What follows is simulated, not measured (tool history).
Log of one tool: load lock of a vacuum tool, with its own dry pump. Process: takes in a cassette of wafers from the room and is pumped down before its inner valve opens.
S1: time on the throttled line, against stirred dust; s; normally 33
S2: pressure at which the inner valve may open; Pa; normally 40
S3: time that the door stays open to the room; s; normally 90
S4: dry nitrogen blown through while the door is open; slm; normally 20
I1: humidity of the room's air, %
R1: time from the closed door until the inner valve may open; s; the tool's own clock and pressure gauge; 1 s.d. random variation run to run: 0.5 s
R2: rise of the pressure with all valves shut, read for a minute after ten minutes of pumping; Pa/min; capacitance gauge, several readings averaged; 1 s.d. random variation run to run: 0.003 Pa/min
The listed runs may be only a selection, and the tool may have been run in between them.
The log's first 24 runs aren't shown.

run 25 day=86.117 | S1=33 S2=40 S3=28 S4=20 | I1=42.4 | R1=65.7 R2=0.024
run 26 day=89.567 | S1=59 S2=30 S3=90 S4=20 | I1=44.8 | R1=89.0 R2=0.043
run 27 day=94.367 | S1=23 S2=30 S3=90 S4=7 | I1=46.6 | R1=60.0 R2=0.064
run 28 day=97.783 | S1=21 S2=40 S3=139 S4=8 | I1=46.0 | R1=56.3 R2=0.077
run 29 day=101.950 | S1=17 S2=40 S3=90 S4=20 | I1=46.9 | R1=52.8 R2=0.044
run 30 day=106.229 | S1=33 S2=49 S3=84 S4=20 | I1=43.3 | R1=65.2 R2=0.044
run 31 day=108.404 | S1=34 S2=56 S3=55 S4=20 | I1=45.9 | R1=65.7 R2=0.033
run 32 day=111.671 | S1=34 S2=56 S3=42 S4=5 | I1=44.6 | R1=65.0 R2=0.050
run 33 day=115.558 | S1=27 S2=65 S3=90 S4=9 | I1=42.4 | R1=58.0 R2=0.057
run 34 day=119.042 | S1=33 S2=40 S3=105 S4=20 | I1=44.7 | R1=64.8 R2=0.041
run 35 day=121.700 | S1=30 S2=30 S3=234 S4=20 | I1=44.4 | R1=65.0 R2=0.061
run 36 day=126.071 | S1=30 S2=28 S3=177 S4=7 | I1=42.9 | R1=63.8 R2=0.084
run 37 day=130.158 | S1=30 S2=28 S3=177 S4=7 | I1=46.8 | R1=64.9 R2=0.086

Below are 3 alternative next runs, each starting from the tool's condition after run 37. Predict each:
run A day=134.921 | S1=23 S2=75 S3=27 S4=7 | I1=42.3 | R1=? R2=?
run B day=134.921 | S1=33 S2=29 S3=110 S4=16 | I1=41.3 | R1=? R2=?
run C day=134.921 | S1=28 S2=40 S3=90 S4=9 | I1=45.3 | R1=? R2=?

run=A R1=55.1 R2=0.041
run=B R1=67.4 R2=0.049
run=C R1=61.9 R2=0.062
What these runs would have given with no unlogged condition in the tool:
run=A R1=55.1 R2=0.041
run=B R1=67.4 R2=0.048
run=C R1=61.9 R2=0.062
